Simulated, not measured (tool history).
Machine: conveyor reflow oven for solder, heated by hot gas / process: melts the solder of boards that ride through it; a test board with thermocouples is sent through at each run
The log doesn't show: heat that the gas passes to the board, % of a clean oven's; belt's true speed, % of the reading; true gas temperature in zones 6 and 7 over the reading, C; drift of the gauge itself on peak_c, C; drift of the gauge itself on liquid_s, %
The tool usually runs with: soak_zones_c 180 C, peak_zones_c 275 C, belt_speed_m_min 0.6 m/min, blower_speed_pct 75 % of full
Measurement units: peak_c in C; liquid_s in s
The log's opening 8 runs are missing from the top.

run,day,soak_zones_c,peak_zones_c,belt_speed_m_min,blower_speed_pct,hours of work since the flux was cleaned out,hours of work since the belt drive was overhauled,hours of work since the thermocouples were changed,peak_c,liquid_s
9,6.683,165,275,0.6,75,146,390,75,263.5,66.1
10,7.271,180,275,0.6,56,152,396,81,262.3,70
11,8.342,180,275,0.6,56,163,407,92,262.4,69.8
12,9.317,193,275,0.6,56,173,417,102,264.2,76.2
13,10.462,180,275,0.6,75,184,428,114,264.7,71.4
14,10.996,180,275,0.6,75,190,434,119,264.7,71.5
15,11.862,180,275,0.646,75,198,443,128,262.8,65.3
16,12.696,180,275,0.646,75,207,451,136,262.9,65.2
17,13.217,180,275,0.646,75,212,456,142,262.8,65.2

The next listed run, before its measurement:
18,13.725,180,275,0.646,75,217,462,147,?,?

peak_c: 262.5 C
liquid_s: 65.1 s
The same run, on a tool lacking any hidden state, would have yielded peak_c 263.6 C, liquid_s 65.1 s.
